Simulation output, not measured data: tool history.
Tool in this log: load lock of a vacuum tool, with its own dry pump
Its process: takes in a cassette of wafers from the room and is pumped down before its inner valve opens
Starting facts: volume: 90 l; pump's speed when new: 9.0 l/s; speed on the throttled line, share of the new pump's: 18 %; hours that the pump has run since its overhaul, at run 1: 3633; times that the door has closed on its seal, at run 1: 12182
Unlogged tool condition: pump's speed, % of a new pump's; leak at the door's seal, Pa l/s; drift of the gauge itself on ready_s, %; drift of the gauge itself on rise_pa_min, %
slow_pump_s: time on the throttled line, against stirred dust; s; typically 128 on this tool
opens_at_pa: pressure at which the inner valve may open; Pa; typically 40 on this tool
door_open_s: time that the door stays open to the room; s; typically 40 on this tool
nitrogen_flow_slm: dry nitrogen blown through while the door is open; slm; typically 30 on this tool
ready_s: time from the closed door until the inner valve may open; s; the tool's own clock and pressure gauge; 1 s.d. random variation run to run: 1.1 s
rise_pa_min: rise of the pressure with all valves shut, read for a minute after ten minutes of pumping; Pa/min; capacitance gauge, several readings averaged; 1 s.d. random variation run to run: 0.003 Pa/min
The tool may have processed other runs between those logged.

run	hour	slow_pump_s	opens_at_pa	door_open_s	nitrogen_flow_slm	hours that the pump has run since its overhaul	times that the door has closed on its seal	incoming humidity of the room's air, %	ready_s	rise_pa_min
1	0	128	40	40	30	3633	12182	44.5	185.1	0.072
2	206.7	128	40	40	30	3840	13145	45.5	188.9	0.081
3	480.8	199	40	40	30	4114	14422	43.6	243.7	0.09
4	727.7	199	40	58	30	4361	15572	46.1	243.7	0.095
5	999	128	40	40	30	4632	16835	46.3	185.5	0.101
6	1314.3	128	40	162	30	4947	18304	44.6	188	0.118
7	1520.7	128	40	40	30	5154	19265	46.1	188.5	0.12
8	1676.2	128	40	40	30	5309	19989	43.1	189	0.125
9	1936.2	163	40	40	30	5569	21200	44.7	217.2	0.135
10	2232.4	163	40	40	30	5865	22580	43.6	218.3	0.146
11	2491.2	128	40	40	30	6124	23785	46.4	190.1	0.169
12	2760.5	128	47	40	30	6393	25040	45.6	187	0.166
13	2940.7	128	40	69	30	6574	25879	42.7	190.4	0.182
14	3155.9	128	40	40	30	6789	26881	47.8	189.1	0.187
15	3375	128	40	40	30	7008	27901	46.3	187.5	0.202
16	3598.9	128	40	40	30	7232	28944	47.3	189.6	0.211
17	3783	128	76	40	30	7416	29802	44.1	181.5	0.223
18	3958	128	76	40	30	7591	30617	39.8	183.4	0.223
19	4294.1	128	76	40	30	7927	32182	44	183.8	0.254
20	4560.5	128	76	40	30	8193	33423	44.5	182.8	0.264
21	4873.3	76	61	144	9	8506	34880	48.3	144.5	0.313
22	5057.2	188	41	40	30	8690	35736	43.6	237.3	0.299
23	5385.8	128	29	36	30	9019	37267	44.7	193.5	0.314
24	5668.4	128	29	36	30	9301	38583	47.2	194.1	0.333
25	6036.7	128	43	173	30	9670	40299	42.8	189.5	0.354
26	6219.4	161	40	171	30	9852	41149	45.5	218.4	0.366
27	6537.8	128	31	78	30	10171	42633	48.2	196	0.385
28	6703.5	128	69	184	30	10336	43404	44.1	186	0.404
29	6896	128	70	117	30	10529	44301	42.8	186.3	0.419
30	7115.3	128	38	40	10	10748	45322	46	190	0.427
31	7380.5	128	46	40	33	11013	46558	44.9	189.5	0.442
32	7655.2	128	46	96	14	11288	47837	45.2	191.2	0.485
# hour 7767.7: door's seal changed, seat wiped
33	7907.1	187	39	40	27	11538	649	46.5	239.1	0.008
34	8281	187	39	40	27	11912	2390	47.4	238	0.017
35	8527.3	187	53	107	27	12159	3537	44.3	236.9	0.029
36	8899.7	128	40	40	4	12531	5272	46.6	193.6	0.042
37	9192.4	128	40	40	4	12824	6635	49.4	196	0.052

For each run, the measured value with the value that run would have given without the tool's hidden condition subtracted. The run-to-run variation is shared by both, the gauge scatter possibly not:
run	ready_s	rise_pa_min
1	+2.6	+0.066
2	+2.9	+0.071
3	+2.3	+0.077
4	+2.4	+0.085
5	+3.4	+0.092
6	+3.7	+0.101
7	+3.8	+0.113
8	+4	+0.115
9	+3.8	+0.126
10	+3.9	+0.139
11	+4.7	+0.154
12	+4.8	+0.162
13	+5.1	+0.173
14	+5.2	+0.182
15	+5.3	+0.191
16	+5.6	+0.201
17	+5	+0.214
18	+5.2	+0.219
19	+5.5	+0.245
20	+5.6	+0.253
21	+7.2	+0.274
22	+5.4	+0.287
23	+7.5	+0.305
24	+7.7	+0.321
25	+7.6	+0.339
26	+7.2	+0.349
27	+8.5	+0.375
28	+7.4	+0.387
29	+7.8	+0.406
30	+8.5	+0.414
31	+8.5	+0.434
32	+8.9	+0.463
33	+7.6	+0.001
34	+7.8	+0.008
35	+7.5	+0.012
36	+10.3	+0.02
37	+10.6	+0.026
